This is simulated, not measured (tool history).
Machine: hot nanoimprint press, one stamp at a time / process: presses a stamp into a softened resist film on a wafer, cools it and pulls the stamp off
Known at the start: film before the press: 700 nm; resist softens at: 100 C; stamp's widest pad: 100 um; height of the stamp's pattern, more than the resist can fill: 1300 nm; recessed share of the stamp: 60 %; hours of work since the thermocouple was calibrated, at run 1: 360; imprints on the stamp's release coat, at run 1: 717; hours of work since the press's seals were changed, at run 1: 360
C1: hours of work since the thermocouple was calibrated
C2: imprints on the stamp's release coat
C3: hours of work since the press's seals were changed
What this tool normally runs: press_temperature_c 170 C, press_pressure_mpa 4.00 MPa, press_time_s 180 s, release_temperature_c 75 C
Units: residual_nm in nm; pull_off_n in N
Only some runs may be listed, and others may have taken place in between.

Run 1, hour 0.0: usual settings; C1 360; C2 717; C3 360. Result: residual_nm 296.8 nm, pull_off_n 204 N.
Run 2, hour 45.9: usual settings but press_time_s 287 s; C1 385; C2 825; C3 385. Result: residual_nm 252.8 nm, pull_off_n 200 N.
At hour 72.5: plate thermocouple calibrated.
Run 3, hour 91.9: usual settings but press_time_s 287 s; C1 11; C2 926; C3 408. Result: residual_nm 245.2 nm, pull_off_n 203 N.
Run 4, hour 133.5: usual settings but press_time_s 287 s; C1 33; C2 1024; C3 431. Result: residual_nm 245.9 nm, pull_off_n 210 N.
Run 5, hour 204.1: usual settings but press_time_s 287 s, release_temperature_c 68 C; C1 71; C2 1191; C3 469. Result: residual_nm 243.5 nm, pull_off_n 253 N.
Run 6, hour 264.0: usual settings but press_time_s 287 s, release_temperature_c 68 C; C1 104; C2 1332; C3 501. Result: residual_nm 242.2 nm, pull_off_n 250 N.
At hour 301.1: plate thermocouple calibrated, once more.
Run 7, hour 306.2: usual settings; C1 3; C2 1424; C3 523. Result: residual_nm 315.6 nm, pull_off_n 236 N.
Run 8, hour 367.4: usual settings; C1 36; C2 1569; C3 556. Result: residual_nm 311.7 nm, pull_off_n 230 N.
Run 9, hour 415.4: usual settings; C1 62; C2 1682; C3 582. Result: residual_nm 311.6 nm, pull_off_n 235 N.
Run 10, hour 458.9: usual settings; C1 85; C2 1785; C3 605. Result: residual_nm 311.5 nm, pull_off_n 234 N.
At hour 475.2: press's hydraulic seals changed and the load cell set to zero.
Run 11, hour 498.3: usual settings but press_time_s 305 s; C1 102; C2 1859; C3 12. Result: residual_nm 252.9 nm, pull_off_n 244 N.
Run 12, hour 570.3: usual settings but press_pressure_mpa 2.73 MPa, press_time_s 305 s; C1 141; C2 2029; C3 51. Result: residual_nm 308.2 nm, pull_off_n 251 N.
At hour 602.5: stamp cleaned and given a new release coat.
Run 13, hour 649.4: usual settings but press_pressure_mpa 2.73 MPa, press_time_s 305 s; C1 181; C2 111; C3 91. Result: residual_nm 307.7 nm, pull_off_n 193 N.
Run 14, hour 698.1: usual settings but press_pressure_mpa 2.73 MPa, press_time_s 305 s; C1 207; C2 226; C3 117. Result: residual_nm 306.2 nm, pull_off_n 185 N.
Run 15, hour 751.7: usual settings but press_pressure_mpa 2.73 MPa, press_time_s 305 s; C1 236; C2 352; C3 146. Result: residual_nm 304.4 nm, pull_off_n 188 N.
Run 16, hour 805.3: usual settings but press_temperature_c 180 C, press_pressure_mpa 4.41 MPa, release_temperature_c 66 C; C1 265; C2 479; C3 175. Result: residual_nm 194.2 nm, pull_off_n 253 N.
Run 17, hour 842.4: usual settings but press_temperature_c 180 C, press_pressure_mpa 4.41 MPa, release_temperature_c 66 C; C1 285; C2 566; C3 195. Result: residual_nm 193.5 nm, pull_off_n 246 N.
Run 18, hour 881.4: usual settings but press_temperature_c 180 C, press_pressure_mpa 4.41 MPa, release_temperature_c 66 C; C1 306; C2 658; C3 216. Result: residual_nm 192.5 nm, pull_off_n 246 N.
Run 19, hour 943.4: usual settings but press_temperature_c 180 C, press_pressure_mpa 4.41 MPa, release_temperature_c 66 C; C1 340; C2 804; C3 250. Result: residual_nm 192.4 nm, pull_off_n 260 N.
Run 20, hour 983.1: usual settings but press_temperature_c 181 C, press_time_s 191 s, release_temperature_c 60 C; C1 361; C2 898; C3 271. Result: residual_nm 192.4 nm, pull_off_n 291 N.
Run 21, hour 1017.6: usual settings but release_temperature_c 61 C; C1 380; C2 979; C3 290. Result: residual_nm 292.6 nm, pull_off_n 280 N.

The next listed run, before its measurement:
At hour 1054.7: plate thermocouple calibrated.
Run 22, hour 1076.9: usual settings but press_time_s 119 s, release_temperature_c 79 C; C1 12; C2 1112; C3 320. Result: residual_nm ?, pull_off_n ?.

Run 22 produced residual_nm 350.4 nm, pull_off_n 194 N.
With the hidden condition absent and the run-to-run variation left alone, this run would have shown residual_nm 348.9 nm, pull_off_n 167 N.
